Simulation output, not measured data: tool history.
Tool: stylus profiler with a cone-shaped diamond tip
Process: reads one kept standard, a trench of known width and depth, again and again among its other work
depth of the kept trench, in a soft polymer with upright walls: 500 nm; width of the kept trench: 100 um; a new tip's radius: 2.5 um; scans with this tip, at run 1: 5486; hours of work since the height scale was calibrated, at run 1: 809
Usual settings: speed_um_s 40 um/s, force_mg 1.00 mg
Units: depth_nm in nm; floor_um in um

run,hour,speed_um_s,force_mg,scans with this tip,hours of work since the height scale was calibrated,depth_nm,floor_um
1,0.0,40,1.00,5486,809,504.20,95.80
2,63.5,40,1.00,5659,834,504.37,95.76
3,111.4,40,1.00,5790,853,504.29,95.81
4,172.9,40,1.00,5957,878,504.36,95.70
5,255.2,110,1.00,6182,911,504.03,95.45
6,339.0,110,1.00,6410,945,504.58,95.41
7,409.3,110,1.00,6602,973,504.06,95.28
8,477.9,110,1.00,6789,1001,504.41,95.30
9,561.5,40,1.00,7017,1034,504.59,95.55
10,608.0,40,1.00,7143,1053,504.18,95.53
11,665.8,40,1.00,7301,1076,504.41,95.44
12,755.1,40,1.00,7544,1112,504.60,95.44
13,821.3,40,1.00,7724,1138,504.61,95.40
14,890.1,40,1.55,7912,1166,505.58,95.47
15,939.5,40,0.69,8047,1186,503.88,95.30
16,1025.4,40,1.00,8281,1220,504.54,95.33
17,1091.1,40,1.00,8460,1247,504.72,95.28
18,1151.1,40,1.00,8623,1271,504.68,95.27
19,1242.2,40,1.00,8872,1307,504.68,95.28
20,1328.6,40,1.00,9107,1342,504.47,95.18
# hour 1346.9: new tip fitted, height scale calibrated
21,1375.7,40,1.00,79,12,503.24,96.91
22,1444.3,40,1.00,266,39,503.44,96.85
23,1529.0,27,1.00,497,73,503.38,96.78
24,1612.2,28,0.42,723,107,501.89,96.70
25,1702.3,25,2.89,969,143,506.57,96.78
26,1794.6,35,1.95,1220,180,505.44,96.64
27,1857.0,35,0.42,1390,205,501.95,96.48
28,1894.8,140,0.71,1493,220,502.88,96.03
29,1970.0,140,0.71,1699,250,502.76,95.99
30,2028.8,140,0.71,1859,274,502.82,96.01
31,2106.5,69,0.71,2070,305,502.86,96.32
32,2155.8,159,1.36,2205,325,504.40,96.03
33,2222.0,71,0.38,2385,351,502.07,96.09
34,2280.4,20,1.21,2544,375,503.78,96.46
35,2320.1,29,0.83,2652,391,502.91,96.31
36,2377.3,29,0.83,2808,414,503.21,96.33
37,2419.7,18,0.88,2924,431,503.38,96.31
38,2464.6,18,0.51,3046,449,502.47,96.27
39,2550.5,18,0.51,3280,483,502.45,96.22
40,2597.6,18,0.51,3409,502,502.62,96.19
41,2659.5,18,0.51,3577,527,502.37,96.16
42,2737.4,68,1.97,3790,558,505.74,96.06
43,2817.6,51,1.00,4008,591,503.71,96.06
44,2900.3,51,1.00,4234,624,503.82,95.97
45,2970.9,51,1.00,4426,652,503.86,95.94
46,3036.6,104,0.90,4605,679,503.59,95.66

Measured less the same run without the tool's hidden state. The same run-to-run variation is in both; the gauge's scatter may not be:
The hidden state here: radius of the tip, um; height scale over the true one, %; drift of the gauge itself on depth_nm, %; drift of the gauge itself on floor_um, %.
run,depth_nm,floor_um
1,+1.08,-1.05
2,+1.10,-1.07
3,+1.12,-1.10
4,+1.15,-1.12
5,+1.18,-1.16
6,+1.21,-1.20
7,+1.24,-1.23
8,+1.27,-1.26
9,+1.31,-1.30
10,+1.32,-1.32
11,+1.34,-1.35
12,+1.38,-1.39
13,+1.41,-1.41
14,+1.44,-1.45
15,+1.45,-1.47
16,+1.49,-1.51
17,+1.52,-1.53
18,+1.54,-1.56
19,+1.57,-1.60
20,+1.62,-1.63
21,+0.03,+0.04
22,+0.06,+0.00
23,+0.09,-0.06
24,+0.12,-0.11
25,+0.16,-0.17
26,+0.19,-0.23
27,+0.21,-0.27
28,+0.23,-0.29
29,+0.26,-0.33
30,+0.29,-0.38
31,+0.32,-0.42
32,+0.34,-0.44
33,+0.36,-0.48
34,+0.39,-0.51
35,+0.40,-0.53
36,+0.43,-0.57
37,+0.44,-0.59
38,+0.46,-0.62
39,+0.49,-0.66
40,+0.51,-0.68
41,+0.54,-0.72
42,+0.58,-0.76
43,+0.61,-0.80
44,+0.64,-0.84
45,+0.67,-0.88
46,+0.69,-0.91

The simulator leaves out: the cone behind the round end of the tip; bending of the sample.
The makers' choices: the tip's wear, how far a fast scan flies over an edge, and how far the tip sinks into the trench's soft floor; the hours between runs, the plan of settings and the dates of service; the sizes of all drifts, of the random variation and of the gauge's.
